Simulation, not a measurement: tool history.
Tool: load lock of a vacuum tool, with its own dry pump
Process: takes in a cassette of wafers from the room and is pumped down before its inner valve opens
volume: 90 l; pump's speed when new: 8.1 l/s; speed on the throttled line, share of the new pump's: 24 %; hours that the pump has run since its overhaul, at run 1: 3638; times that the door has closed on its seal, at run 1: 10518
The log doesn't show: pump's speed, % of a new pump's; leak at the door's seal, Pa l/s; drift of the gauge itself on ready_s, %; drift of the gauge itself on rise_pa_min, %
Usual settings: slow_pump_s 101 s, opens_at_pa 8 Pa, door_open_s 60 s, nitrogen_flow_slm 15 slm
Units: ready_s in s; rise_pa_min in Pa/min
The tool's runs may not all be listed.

run	hour	slow_pump_s	opens_at_pa	door_open_s	nitrogen_flow_slm	hours that the pump has run since its overhaul	times that the door has closed on its seal	incoming humidity of the room's air, %	ready_s	rise_pa_min
1	0	101	8	60	15	3638	10518	41.9	186.2	0.22
2	300	101	8	60	15	3938	11812	45.6	188	0.248
3	789.6	101	10	60	15	4427	13923	41.8	184.3	0.305
4	1116.8	101	10	60	15	4754	15334	43.2	184.2	0.343
5	1422.4	101	10	197	15	5060	16652	44.2	184.9	0.399
6	1670.4	101	10	197	15	5308	17722	45.4	185.8	0.437
7	1967.7	101	10	197	15	5605	19003	46.4	187.4	0.466
8	2376.3	101	10	197	15	6014	20766	40.4	185.9	0.514
9	2650.9	101	8	60	15	6289	21950	45.5	188.9	0.545
10	2940.2	101	8	60	15	6578	23197	45.8	192.8	0.603
11	3198.4	79	8	60	15	6836	24311	47	173.8	0.649
# hour 3383.4: door's seal changed, seat wiped
12	3693.6	57	8	26	14	7330	1338	44	160.7	0.019
13	4144.3	101	15	80	42	7780	3282	43.2	184.3	0.046
14	4367.7	86	10	179	42	8004	4245	44.6	178.5	0.06
15	4639	86	7	179	42	8275	5415	44.2	184.4	0.079
16	4846.1	101	15	60	4	8482	6308	43.9	187.9	0.109
17	5254.3	78	7	60	15	8890	8068	40.9	182.4	0.126
18	5534.8	78	7	60	15	9171	9278	43.9	181.4	0.147
19	5874.4	101	8	158	15	9511	10743	42.6	200.6	0.199
20	6287.2	114	8	62	5	9923	12523	43.9	208.1	0.233

Measured less the same run without the tool's hidden state. The same run-to-run variation is in both; the gauge's scatter may not be:
run	ready_s	rise_pa_min
1	+4	+0.208
2	+4.6	+0.233
3	+5.4	+0.29
4	+5.8	+0.328
5	+6.5	+0.366
6	+6.9	+0.403
7	+7.5	+0.436
8	+8.1	+0.487
9	+8.9	+0.528
10	+9.6	+0.588
11	+10.8	+0.637
12	+12.2	+0.012
13	+10.6	+0.033
14	+12.4	+0.045
15	+13.6	+0.064
16	+12	+0.078
17	+15.5	+0.114
18	+16	+0.135
19	+15.9	+0.172
20	+16	+0.212
